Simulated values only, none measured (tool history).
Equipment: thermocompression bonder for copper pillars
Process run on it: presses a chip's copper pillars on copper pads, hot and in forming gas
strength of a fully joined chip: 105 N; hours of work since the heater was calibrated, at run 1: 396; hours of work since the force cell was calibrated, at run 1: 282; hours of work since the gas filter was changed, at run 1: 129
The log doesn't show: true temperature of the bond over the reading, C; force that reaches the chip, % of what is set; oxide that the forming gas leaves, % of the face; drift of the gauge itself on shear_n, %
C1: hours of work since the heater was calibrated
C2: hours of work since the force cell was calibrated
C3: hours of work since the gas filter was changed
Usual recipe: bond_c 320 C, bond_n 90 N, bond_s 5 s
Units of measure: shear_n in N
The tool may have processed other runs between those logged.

{"run": 1, "hour": 0.0, "bond_c": 320, "bond_n": 90, "bond_s": 5, "C1": 396, "C2": 282, "C3": 129, "shear_n": 69.8}
{"run": 2, "hour": 21.8, "bond_c": 320, "bond_n": 90, "bond_s": 5, "C1": 407, "C2": 293, "C3": 140, "shear_n": 70.4}
{"run": 3, "hour": 31.6, "bond_c": 304, "bond_n": 90, "bond_s": 5, "C1": 412, "C2": 298, "C3": 145, "shear_n": 63.1}
{"run": 4, "hour": 55.2, "bond_c": 320, "bond_n": 90, "bond_s": 5, "C1": 423, "C2": 310, "C3": 157, "shear_n": 70.9}
{"run": 5, "hour": 70.1, "bond_c": 320, "bond_n": 90, "bond_s": 5, "C1": 431, "C2": 317, "C3": 164, "shear_n": 70.6}
{"run": 6, "hour": 85.1, "bond_c": 320, "bond_n": 62, "bond_s": 5, "C1": 438, "C2": 325, "C3": 172, "shear_n": 50.2}
{"run": 7, "hour": 108.3, "bond_c": 320, "bond_n": 62, "bond_s": 5, "C1": 450, "C2": 336, "C3": 183, "shear_n": 50.9}
{"run": 8, "hour": 123.3, "bond_c": 320, "bond_n": 62, "bond_s": 5, "C1": 458, "C2": 344, "C3": 191, "shear_n": 50.4}
{"run": 9, "hour": 139.2, "bond_c": 320, "bond_n": 62, "bond_s": 3, "C1": 465, "C2": 352, "C3": 199, "shear_n": 41.1}
{"run": 10, "hour": 159.0, "bond_c": 320, "bond_n": 62, "bond_s": 3, "C1": 475, "C2": 362, "C3": 209, "shear_n": 42.5}
{"run": 11, "hour": 170.7, "bond_c": 320, "bond_n": 62, "bond_s": 3, "C1": 481, "C2": 367, "C3": 215, "shear_n": 42.0}
{"run": 12, "hour": 191.8, "bond_c": 320, "bond_n": 71, "bond_s": 5, "C1": 492, "C2": 378, "C3": 225, "shear_n": 57.9}
{"run": 13, "hour": 214.9, "bond_c": 320, "bond_n": 71, "bond_s": 5, "C1": 503, "C2": 390, "C3": 237, "shear_n": 58.2}
{"run": 14, "hour": 237.4, "bond_c": 320, "bond_n": 71, "bond_s": 5, "C1": 514, "C2": 401, "C3": 248, "shear_n": 57.9}
{"run": 15, "hour": 253.5, "bond_c": 341, "bond_n": 63, "bond_s": 7, "C1": 522, "C2": 409, "C3": 256, "shear_n": 65.9}
{"run": 16, "hour": 264.9, "bond_c": 341, "bond_n": 63, "bond_s": 7, "C1": 528, "C2": 414, "C3": 262, "shear_n": 66.1}
{"run": 17, "hour": 286.8, "bond_c": 341, "bond_n": 63, "bond_s": 7, "C1": 539, "C2": 425, "C3": 273, "shear_n": 65.9}
{"run": 18, "hour": 309.5, "bond_c": 341, "bond_n": 63, "bond_s": 7, "C1": 550, "C2": 437, "C3": 284, "shear_n": 66.4}
{"run": 19, "hour": 328.7, "bond_c": 341, "bond_n": 63, "bond_s": 7, "C1": 560, "C2": 446, "C3": 293, "shear_n": 64.9}
{"run": 20, "hour": 346.9, "bond_c": 341, "bond_n": 63, "bond_s": 7, "C1": 569, "C2": 455, "C3": 302, "shear_n": 65.7}
{"run": 21, "hour": 363.6, "bond_c": 337, "bond_n": 104, "bond_s": 8, "C1": 577, "C2": 464, "C3": 311, "shear_n": 91.2}
{"run": 22, "hour": 381.5, "bond_c": 337, "bond_n": 104, "bond_s": 8, "C1": 586, "C2": 473, "C3": 320, "shear_n": 90.6}

What if the next run were any one of these 5? Each begins from the tool's condition after run 22:
{"hour": 391.0, "done": "forming gas filter changed"}
{"run": "A", "hour": 397.2, "bond_c": 316, "bond_n": 104, "bond_s": 8, "C1": 594, "C2": 480, "C3": 3, "shear_n": "?"}
{"hour": 391.0, "done": "forming gas filter changed"}
{"run": "B", "hour": 397.2, "bond_c": 320, "bond_n": 87, "bond_s": 3, "C1": 594, "C2": 480, "C3": 3, "shear_n": "?"}
{"hour": 391.0, "done": "forming gas filter changed"}
{"run": "C", "hour": 397.2, "bond_c": 320, "bond_n": 90, "bond_s": 8, "C1": 594, "C2": 480, "C3": 3, "shear_n": "?"}
{"hour": 391.0, "done": "forming gas filter changed"}
{"run": "D", "hour": 397.2, "bond_c": 320, "bond_n": 90, "bond_s": 9, "C1": 594, "C2": 480, "C3": 3, "shear_n": "?"}
{"hour": 391.0, "done": "forming gas filter changed"}
{"run": "E", "hour": 397.2, "bond_c": 337, "bond_n": 63, "bond_s": 8, "C1": 594, "C2": 480, "C3": 3, "shear_n": "?"}

run=A shear_n=84.8
run=B shear_n=58.1
run=C shear_n=80.0
run=D shear_n=82.1
run=E shear_n=67.6
Had the tool no hidden state, the same runs would have come out as:
run=A shear_n=84.8
run=B shear_n=58.1
run=C shear_n=80.0
run=D shear_n=82.1
run=E shear_n=67.6
